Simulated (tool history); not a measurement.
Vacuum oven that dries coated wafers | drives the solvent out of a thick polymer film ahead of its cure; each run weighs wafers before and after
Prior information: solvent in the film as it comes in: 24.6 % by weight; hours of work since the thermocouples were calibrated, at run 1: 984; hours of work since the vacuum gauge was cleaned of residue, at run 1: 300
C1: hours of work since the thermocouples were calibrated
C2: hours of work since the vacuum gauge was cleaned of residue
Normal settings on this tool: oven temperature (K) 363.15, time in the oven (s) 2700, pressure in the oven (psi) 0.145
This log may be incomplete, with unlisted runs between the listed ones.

Run 1, day 0.000: usual settings; C1 984; C2 300. Result: solvent left in the film (%) 2.26.
Run 2, day 2.142: usual settings; C1 1010; C2 326. Result: solvent left in the film (%) 2.25.
Run 3, day 4.325: usual settings but pressure in the oven (psi) 0.107; C1 1036; C2 352. Result: solvent left in the film (%) 2.18.
Run 4, day 7.275: usual settings but pressure in the oven (psi) 0.107; C1 1071; C2 387. Result: solvent left in the film (%) 2.21.
Run 5, day 10.142: usual settings but pressure in the oven (psi) 0.148; C1 1105; C2 422. Result: solvent left in the film (%) 2.27.
Run 6, day 13.300: usual settings but pressure in the oven (psi) 0.183; C1 1143; C2 459. Result: solvent left in the film (%) 2.34.
Run 7, day 15.183: usual settings; C1 1166; C2 482. Result: solvent left in the film (%) 2.28.
Run 8, day 18.346: usual settings but pressure in the oven (psi) 0.135; C1 1203; C2 520. Result: solvent left in the film (%) 2.26.
Run 9, day 21.421: usual settings but pressure in the oven (psi) 0.135; C1 1240; C2 557. Result: solvent left in the film (%) 2.27.
Run 10, day 23.329: usual settings but oven temperature (K) 366.15; C1 1263; C2 579. Result: solvent left in the film (%) 1.67.
Run 11, day 25.621: usual settings but oven temperature (K) 366.15; C1 1290; C2 607. Result: solvent left in the film (%) 1.71.
Run 12, day 27.917: usual settings but oven temperature (K) 366.15; C1 1318; C2 634. Result: solvent left in the film (%) 1.71.
Run 13, day 29.950: usual settings but oven temperature (K) 350.15; C1 1342; C2 659. Result: solvent left in the film (%) 5.82.
At day 31.396: oven's thermocouples calibrated.
Run 14, day 32.521: usual settings but oven temperature (K) 375.15; C1 13; C2 688. Result: solvent left in the film (%) 0.61.
Run 15, day 35.412: usual settings; C1 48; C2 723. Result: solvent left in the film (%) 2.10.
Run 16, day 37.183: usual settings; C1 69; C2 744. Result: solvent left in the film (%) 2.11.
Run 17, day 40.092: usual settings; C1 104; C2 779. Result: solvent left in the film (%) 2.09.
Run 18, day 43.650: usual settings but pressure in the oven (psi) 0.281; C1 147; C2 821. Result: solvent left in the film (%) 2.38.
Run 19, day 46.200: usual settings; C1 177; C2 852. Result: solvent left in the film (%) 2.10.
Run 20, day 49.679: usual settings; C1 219; C2 894. Result: solvent left in the film (%) 2.08.
Run 21, day 52.996: usual settings; C1 258; C2 933. Result: solvent left in the film (%) 2.10.
At day 53.942: oven's thermocouples calibrated, once more.
Run 22, day 56.546: usual settings; C1 31; C2 975. Result: solvent left in the film (%) 2.62.
Run 23, day 59.829: usual settings but time in the oven (s) 1740; C1 70; C2 1014. Result: solvent left in the film (%) 5.21.
Run 24, day 63.271: usual settings but time in the oven (s) 2640; C1 112; C2 1055. Result: solvent left in the film (%) 2.75.
Run 25, day 67.158: usual settings but time in the oven (s) 1560, pressure in the oven (psi) 0.205; C1 158; C2 1102. Result: solvent left in the film (%) 6.02.
Run 26, day 69.912: usual settings but oven temperature (K) 374.15, time in the oven (s) 1440, pressure in the oven (psi) 0.487; C1 191; C2 1135. Result: solvent left in the film (%) 3.87.
Run 27, day 71.750: usual settings but oven temperature (K) 374.15, time in the oven (s) 1440, pressure in the oven (psi) 0.487; C1 213; C2 1157. Result: solvent left in the film (%) 3.82.
Run 28, day 73.646: usual settings but oven temperature (K) 372.15; C1 236; C2 1179. Result: solvent left in the film (%) 1.15.
Run 29, day 76.500: usual settings but oven temperature (K) 350.15; C1 270; C2 1213. Result: solvent left in the film (%) 6.40.
Run 30, day 78.092: usual settings but oven temperature (K) 351.15, time in the oven (s) 1560, pressure in the oven (psi) 0.083; C1 289; C2 1232. Result: solvent left in the film (%) 9.71.
Run 31, day 81.796: usual settings but oven temperature (K) 373.15, time in the oven (s) 2400, pressure in the oven (psi) 0.086; C1 333; C2 1277. Result: solvent left in the film (%) 1.25.
Run 32, day 84.688: usual settings but oven temperature (K) 372.15, time in the oven (s) 2580; C1 368; C2 1311. Result: solvent left in the film (%) 1.28.
Run 33, day 86.950: usual settings but oven temperature (K) 372.15, time in the oven (s) 2580; C1 395; C2 1338. Result: solvent left in the film (%) 1.27.
Run 34, day 88.575: usual settings but oven temperature (K) 366.15, time in the oven (s) 2580, pressure in the oven (psi) 0.183; C1 414; C2 1358. Result: solvent left in the film (%) 2.30.
Run 35, day 91.742: usual settings but oven temperature (K) 366.15, time in the oven (s) 2580, pressure in the oven (psi) 0.183; C1 452; C2 1396. Result: solvent left in the film (%) 2.28.
Run 36, day 93.717: usual settings but oven temperature (K) 374.15, time in the oven (s) 2820, pressure in the oven (psi) 0.148; C1 476; C2 1419. Result: solvent left in the film (%) 0.86.
Run 37, day 95.646: usual settings but pressure in the oven (psi) 0.102; C1 499; C2 1442. Result: solvent left in the film (%) 2.57.
Run 38, day 98.962: usual settings but pressure in the oven (psi) 0.574; C1 539; C2 1482. Result: solvent left in the film (%) 3.65.
Run 39, day 100.725: usual settings but oven temperature (K) 360.15, time in the oven (s) 4680, pressure in the oven (psi) 0.149; C1 560; C2 1503. Result: solvent left in the film (%) 1.33.
Run 40, day 104.621: usual settings but oven temperature (K) 360.15, time in the oven (s) 4680, pressure in the oven (psi) 0.149; C1 606; C2 1550. Result: solvent left in the film (%) 1.33.
Run 41, day 107.862: usual settings but oven temperature (K) 360.15, time in the oven (s) 4680, pressure in the oven (psi) 0.149; C1 645; C2 1588. Result: solvent left in the film (%) 1.31.
Run 42, day 110.717: usual settings but oven temperature (K) 366.15, time in the oven (s) 2760; C1 679; C2 1623. Result: solvent left in the film (%) 1.99.
Run 43, day 114.458: usual settings but oven temperature (K) 366.15, time in the oven (s) 3420, pressure in the oven (psi) 0.292; C1 724; C2 1667. Result: solvent left in the film (%) 1.61.
Run 44, day 117.179: usual settings but oven temperature (K) 377.15, time in the oven (s) 2340, pressure in the oven (psi) 0.292; C1 756; C2 1700. Result: solvent left in the film (%) 1.15.
Run 45, day 119.542: usual settings but time in the oven (s) 4740, pressure in the oven (psi) 0.276; C1 785; C2 1728. Result: solvent left in the film (%) 1.32.
Run 46, day 122.542: usual settings but time in the oven (s) 4740, pressure in the oven (psi) 0.276; C1 821; C2 1764. Result: solvent left in the film (%) 1.31.
Run 47, day 125.042: usual settings but time in the oven (s) 4260, pressure in the oven (psi) 0.450; C1 850; C2 1794. Result: solvent left in the film (%) 1.91.

Table of differences, measured result less the result of that run with no hidden state. Run-to-run variation is the same in both. Gauge scatter possibly is not:
The tool's hidden condition here consists of: true wafer temperature over the reading, C; true pressure over the reading, kPa; drift of the gauge itself on solvent_pct, %.
run  solvent left in the film (%)
  1                         -0.25
  2                         -0.26
  3                         -0.25
  4                         -0.25
  5                         -0.26
  6                         -0.26
  7                         -0.26
  8                         -0.25
  9                         -0.26
 10                         -0.21
 11                         -0.21
 12                         -0.21
 13                         -0.44
 14                         -0.13
 15                         -0.43
 16                         -0.44
 17                         -0.44
 18                         -0.47
 19                         -0.44
 20                         -0.44
 21                         -0.44
 22                         +0.13
 23                         +0.10
 24                         +0.12
 25                         +0.08
 26                         +0.05
 27                         +0.05
 28                         +0.10
 29                         +0.15
 30                         +0.10
 31                         +0.09
 32                         +0.10
 33                         +0.11
 34                         +0.11
 35                         +0.11
 36                         +0.12
 37                         +0.12
 38                         +0.10
 39                         +0.22
 40                         +0.22
 41                         +0.22
 42                         +0.12
 43                         +0.15
 44                         +0.09
 45                         +0.22
 46                         +0.22
 47                         +0.19
